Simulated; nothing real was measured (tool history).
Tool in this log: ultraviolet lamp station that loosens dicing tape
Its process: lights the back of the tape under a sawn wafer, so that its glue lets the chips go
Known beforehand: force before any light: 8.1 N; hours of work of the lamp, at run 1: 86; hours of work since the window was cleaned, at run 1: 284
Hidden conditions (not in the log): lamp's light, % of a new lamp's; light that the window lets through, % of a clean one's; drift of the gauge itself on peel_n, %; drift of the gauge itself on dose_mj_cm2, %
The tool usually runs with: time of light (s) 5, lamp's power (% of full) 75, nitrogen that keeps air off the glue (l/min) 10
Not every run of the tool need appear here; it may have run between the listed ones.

| run | hour | time of light (s) | lamp's power (% of full) | nitrogen that keeps air off the glue (l/min) | hours of work of the lamp | hours of work since the window was cleaned | force that peels the tape off (N) | light that reached the tape (mJ/cm²) |
|---|---|---|---|---|---|---|---|---|
| 1 | 0.0 | 5 | 75 | 10 | 86 | 284 | 1.048 | 208 |
| 2 | 9.1 | 5 | 75 | 4 | 92 | 290 | 1.604 | 204 |
| 3 | 17.5 | 5 | 75 | 10 | 98 | 296 | 1.076 | 207 |
| 4 | 22.8 | 5 | 75 | 10 | 102 | 300 | 1.068 | 208 |
| 5 | 27.5 | 5 | 75 | 10 | 105 | 303 | 1.063 | 209 |
| 6 | 36.1 | 5 | 75 | 10 | 111 | 309 | 1.100 | 203 |
| 7 | 40.1 | 5 | 75 | 10 | 113 | 311 | 1.115 | 210 |
| 8 | 47.4 | 5 | 75 | 10 | 118 | 316 | 1.150 | 202 |
| 9 | 54.2 | 5 | 75 | 10 | 123 | 321 | 1.133 | 203 |
| 10 | 61.7 | 5 | 75 | 10 | 128 | 326 | 1.098 | 199 |
| 11 | 69.5 | 5 | 75 | 10 | 134 | 332 | 1.098 | 199 |
| 12 | 73.9 | 5 | 75 | 10 | 137 | 335 | 1.158 | 200 |
| 13 | 80.1 | 4 | 75 | 10 | 141 | 339 | 1.552 | 158 |
| 14 | 85.3 | 4 | 75 | 10 | 144 | 342 | 1.662 | 157 |
| 15 | 92.4 | 4 | 75 | 10 | 149 | 347 | 1.694 | 155 |
| 16 | 98.9 | 5 | 70 | 10 | 154 | 352 | 1.331 | 183 |
| 17 | 103.2 | 3 | 94 | 17 | 157 | 355 | 1.536 | 149 |
| 18 | 110.5 | 3 | 75 | 7 | 162 | 360 | 2.707 | 120 |
|  | 111.8 | window cleaned of glue's vapour |
| 19 | 120.1 | 3 | 75 | 7 | 168 | 6 | 2.758 | 116 |
| 20 | 129.1 | 4 | 75 | 9 | 174 | 12 | 1.798 | 150 |
| 21 | 135.3 | 4 | 75 | 9 | 178 | 16 | 1.773 | 150 |
| 22 | 139.1 | 4 | 75 | 9 | 181 | 19 | 1.768 | 150 |
|  | 145.2 | window cleaned of glue's vapour, once more |
| 23 | 148.0 | 4 | 75 | 12 | 187 | 2 | 1.385 | 166 |
| 24 | 152.7 | 4 | 60 | 12 | 190 | 5 | 1.991 | 137 |
| 25 | 157.5 | 2 | 89 | 10 | 193 | 8 | 2.853 | 99 |
| 26 | 165.0 | 5 | 86 | 10 | 198 | 14 | 0.809 | 237 |
| 27 | 171.1 | 9 | 86 | 4 | 203 | 18 | 0.439 | 426 |
| 28 | 178.3 | 9 | 86 | 5 | 208 | 23 | 0.395 | 427 |
| 29 | 186.6 | 9 | 86 | 5 | 213 | 28 | 0.394 | 422 |
| 30 | 193.4 | 5 | 77 | 8 | 218 | 33 | 1.104 | 211 |

The same runs without the tool's hidden state, with the same run-to-run variation:
| run | force that peels the tape off (N) | light that reached the tape (mJ/cm²) |
|---|---|---|
| 1 | 0.834 | 235 |
| 2 | 1.311 | 232 |
| 3 | 0.845 | 236 |
| 4 | 0.834 | 238 |
| 5 | 0.826 | 240 |
| 6 | 0.846 | 235 |
| 7 | 0.857 | 241 |
| 8 | 0.879 | 234 |
| 9 | 0.862 | 236 |
| 10 | 0.831 | 233 |
| 11 | 0.821 | 234 |
| 12 | 0.863 | 235 |
| 13 | 1.198 | 187 |
| 14 | 1.277 | 186 |
| 15 | 1.295 | 185 |
| 16 | 0.984 | 218 |
| 17 | 1.154 | 177 |
| 18 | 2.198 | 143 |
| 19 | 2.179 | 142 |
| 20 | 1.301 | 186 |
| 21 | 1.277 | 186 |
| 22 | 1.272 | 187 |
| 23 | 1.161 | 185 |
| 24 | 1.708 | 152 |
| 25 | 2.538 | 111 |
| 26 | 0.648 | 266 |
| 27 | 0.360 | 479 |
| 28 | 0.328 | 483 |
| 29 | 0.324 | 479 |
| 30 | 0.874 | 241 |

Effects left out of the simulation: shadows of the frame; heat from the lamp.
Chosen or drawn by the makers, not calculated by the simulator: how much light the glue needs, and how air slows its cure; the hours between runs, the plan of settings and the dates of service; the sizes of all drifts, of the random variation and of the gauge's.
